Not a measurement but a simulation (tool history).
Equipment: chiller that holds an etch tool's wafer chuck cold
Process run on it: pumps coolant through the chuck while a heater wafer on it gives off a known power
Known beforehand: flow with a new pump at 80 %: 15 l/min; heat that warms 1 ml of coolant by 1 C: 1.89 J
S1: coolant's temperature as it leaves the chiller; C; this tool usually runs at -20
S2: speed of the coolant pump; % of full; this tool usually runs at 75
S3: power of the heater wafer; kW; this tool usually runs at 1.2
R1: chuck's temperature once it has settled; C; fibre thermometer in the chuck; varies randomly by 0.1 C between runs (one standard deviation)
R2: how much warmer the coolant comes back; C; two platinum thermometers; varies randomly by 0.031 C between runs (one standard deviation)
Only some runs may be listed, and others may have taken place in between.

run      day   S1  S2     S3     R1    R2
  1        0  -20  75    1.2  -10.7   2.7
       2.792  -- chiller's thermometer calibrated
  2    5.392  -20  75    1.2    -11  2.73
  3     12.8  -20  75    1.2  -10.7  2.69
  4   18.758  -20  75   1.37   -9.4  3.06
  5   25.462  -20  75   1.37   -9.4  3.05
      30.542  -- coolant changed, channels flushed
  6   34.917  -20  75   1.37   -9.4  3.04
  7   42.508  -20  75   1.37   -9.4  3.02
  8   48.583  -20  75    1.2  -10.8  2.59
  9   56.042  -20  75    1.2  -10.6  2.57
 10   62.096  -20  75    1.2  -10.7  2.57
 11    67.35  -20  75    1.2  -10.9  2.56
 12   75.662  -13  75    1.2   -3.7  2.48
 13   79.583  -27  75    1.2  -17.6  2.51
 14   87.092  -20  75    1.2  -10.9  2.53
 15   96.296  -16  75    1.2   -6.6  2.51
 16  103.542  -16  84    1.2   -7.6  2.09
 17  112.654  -16  84    1.2   -7.4  2.09
 18  121.171  -18  88   0.63  -13.8  0.87
     121.929  -- gauge calibrated
 19   125.95  -29  68  1.525  -16.2  3.92
 20  134.192  -11  70  1.514    1.5  3.74
     139.533  -- chiller's thermometer calibrated
 21  142.725  -29  70  1.514  -16.6  3.65
 22  148.608  -29  70  1.514  -16.6   3.7
 23  153.358  -29  70  1.295  -18.4  3.13
 24  162.346  -27  75    1.2  -17.7  2.66
 25  166.479  -30  69  1.248  -19.6  3.06
 26  175.012  -30  69  1.248  -19.7     3
 27  184.325  -20  99  1.029  -13.8  1.51
 28  190.554  -27  62   0.94  -18.5  2.48
 29  195.517  -22  79  0.872  -15.5  1.67
 30  202.996  -20  75  0.679  -14.7  1.34
 31  211.479  -20  75  1.204  -10.7  2.46

Measured less the same run without the tool's hidden state. The same run-to-run variation is in both; the gauge's scatter may not be:
The hidden state here: heat passed by the chuck's channels, % of clean ones'; flow at a given pump speed, % of a new pump's; coolant's true temperature over the reading, C; drift of the gauge itself on chuck_c, C; drift of the gauge itself on warmer_back_c, C.
run     R2
  1     +0
  2  -0.02
  3  -0.03
  4  -0.04
  5  -0.06
  6  -0.09
  7  -0.11
  8  -0.13
  9  -0.15
 10  -0.16
 11  -0.17
 12   -0.2
 13  -0.21
 14  -0.23
 15  -0.25
 16  -0.27
 17   -0.3
 18  -0.33
 19  -0.01
 20  -0.03
 21  -0.05
 22  -0.06
 23  -0.08
 24   -0.1
 25  -0.11
 26  -0.13
 27  -0.17
 28  -0.18
 29  -0.19
 30  -0.21
 31  -0.24
R1 without the hidden state stays within 0.1 C of what was measured, in all runs.
